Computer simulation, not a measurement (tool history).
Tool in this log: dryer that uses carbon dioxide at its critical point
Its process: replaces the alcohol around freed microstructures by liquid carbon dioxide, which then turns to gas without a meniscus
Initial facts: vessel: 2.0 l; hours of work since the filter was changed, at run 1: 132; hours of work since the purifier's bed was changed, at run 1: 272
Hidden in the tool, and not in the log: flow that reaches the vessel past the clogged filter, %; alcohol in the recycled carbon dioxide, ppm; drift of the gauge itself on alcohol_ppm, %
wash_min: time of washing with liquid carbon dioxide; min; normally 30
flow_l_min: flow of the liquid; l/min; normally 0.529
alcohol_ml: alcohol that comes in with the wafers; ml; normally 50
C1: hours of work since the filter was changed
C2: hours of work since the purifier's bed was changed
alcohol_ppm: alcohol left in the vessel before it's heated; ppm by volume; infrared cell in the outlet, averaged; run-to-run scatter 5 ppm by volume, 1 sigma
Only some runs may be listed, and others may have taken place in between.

run 1 hour=0 | wash_min=30 flow_l_min=0.529 alcohol_ml=50 | C1=132 C2=272 | alcohol_ppm=80
run 2 hour=12.1 | wash_min=30 flow_l_min=0.529 alcohol_ml=50 | C1=138 C2=278 | alcohol_ppm=79
run 3 hour=28.9 | wash_min=30 flow_l_min=0.529 alcohol_ml=50 | C1=145 C2=286 | alcohol_ppm=87
run 4 hour=43.3 | wash_min=30 flow_l_min=0.529 alcohol_ml=50 | C1=152 C2=293 | alcohol_ppm=93
run 5 hour=54 | wash_min=30 flow_l_min=0.529 alcohol_ml=50 | C1=157 C2=298 | alcohol_ppm=72
run 6 hour=74.3 | wash_min=30 flow_l_min=0.529 alcohol_ml=50 | C1=167 C2=307 | alcohol_ppm=91
run 7 hour=89.7 | wash_min=30 flow_l_min=0.529 alcohol_ml=49 | C1=174 C2=314 | alcohol_ppm=86
run 8 hour=103.6 | wash_min=30 flow_l_min=0.529 alcohol_ml=49 | C1=181 C2=321 | alcohol_ppm=97
run 9 hour=123.9 | wash_min=30 flow_l_min=0.529 alcohol_ml=49 | C1=190 C2=331 | alcohol_ppm=94
run 10 hour=142.2 | wash_min=30 flow_l_min=0.529 alcohol_ml=49 | C1=199 C2=339 | alcohol_ppm=90
run 11 hour=158.1 | wash_min=30 flow_l_min=0.529 alcohol_ml=49 | C1=206 C2=347 | alcohol_ppm=93
run 12 hour=167.8 | wash_min=30 flow_l_min=0.529 alcohol_ml=98 | C1=211 C2=351 | alcohol_ppm=132
run 13 hour=186.8 | wash_min=30 flow_l_min=0.529 alcohol_ml=103 | C1=220 C2=360 | alcohol_ppm=135
run 14 hour=201.1 | wash_min=30 flow_l_min=0.529 alcohol_ml=103 | C1=227 C2=367 | alcohol_ppm=140
run 15 hour=214.6 | wash_min=30 flow_l_min=0.529 alcohol_ml=103 | C1=233 C2=373 | alcohol_ppm=139
run 16 hour=233.9 | wash_min=30 flow_l_min=0.523 alcohol_ml=46 | C1=242 C2=382 | alcohol_ppm=107
run 17 hour=249.3 | wash_min=46 flow_l_min=0.523 alcohol_ml=46 | C1=249 C2=390 | alcohol_ppm=67
run 18 hour=259.6 | wash_min=40 flow_l_min=0.402 alcohol_ml=116 | C1=254 C2=395 | alcohol_ppm=159
run 19 hour=274.4 | wash_min=29 flow_l_min=0.529 alcohol_ml=82 | C1=261 C2=402 | alcohol_ppm=153
-- hour=288.4 inlet filter changed
run 20 hour=289.8 | wash_min=30 flow_l_min=0.765 alcohol_ml=43 | C1=1 C2=408 | alcohol_ppm=79
run 21 hour=302.2 | wash_min=25 flow_l_min=0.69 alcohol_ml=50 | C1=7 C2=414 | alcohol_ppm=77
run 22 hour=311.4 | wash_min=30 flow_l_min=0.37 alcohol_ml=39 | C1=11 C2=419 | alcohol_ppm=226
run 23 hour=332.3 | wash_min=34 flow_l_min=0.37 alcohol_ml=22 | C1=21 C2=428 | alcohol_ppm=122
run 24 hour=344.5 | wash_min=28 flow_l_min=0.529 alcohol_ml=43 | C1=26 C2=434 | alcohol_ppm=100
run 25 hour=355.5 | wash_min=40 flow_l_min=0.662 alcohol_ml=50 | C1=32 C2=439 | alcohol_ppm=82
run 26 hour=365.4 | wash_min=40 flow_l_min=0.662 alcohol_ml=50 | C1=36 C2=444 | alcohol_ppm=83
run 27 hour=378.6 | wash_min=24 flow_l_min=0.652 alcohol_ml=50 | C1=43 C2=450 | alcohol_ppm=100
run 28 hour=393.7 | wash_min=43 flow_l_min=0.45 alcohol_ml=50 | C1=50 C2=457 | alcohol_ppm=89

4 options for the next run, each taken on its own from the tool as it stands now. Forecast them:
run A hour=406.3 | wash_min=23 flow_l_min=0.589 alcohol_ml=34 | C1=56 C2=463 | alcohol_ppm=?
run B hour=406.3 | wash_min=33 flow_l_min=0.826 alcohol_ml=50 | C1=56 C2=463 | alcohol_ppm=?
run C hour=406.3 | wash_min=27 flow_l_min=0.53 alcohol_ml=53 | C1=56 C2=463 | alcohol_ppm=?
run D hour=406.3 | wash_min=18 flow_l_min=0.529 alcohol_ml=60 | C1=56 C2=463 | alcohol_ppm=?

run=A alcohol_ppm=121
run=B alcohol_ppm=73
run=C alcohol_ppm=134
run=D alcohol_ppm=552
Take away the tool's hidden state, keep each run's random variation, and the runs would have read:
run=A alcohol_ppm=42
run=B alcohol_ppm=0
run=C alcohol_ppm=51
run=D alcohol_ppm=444
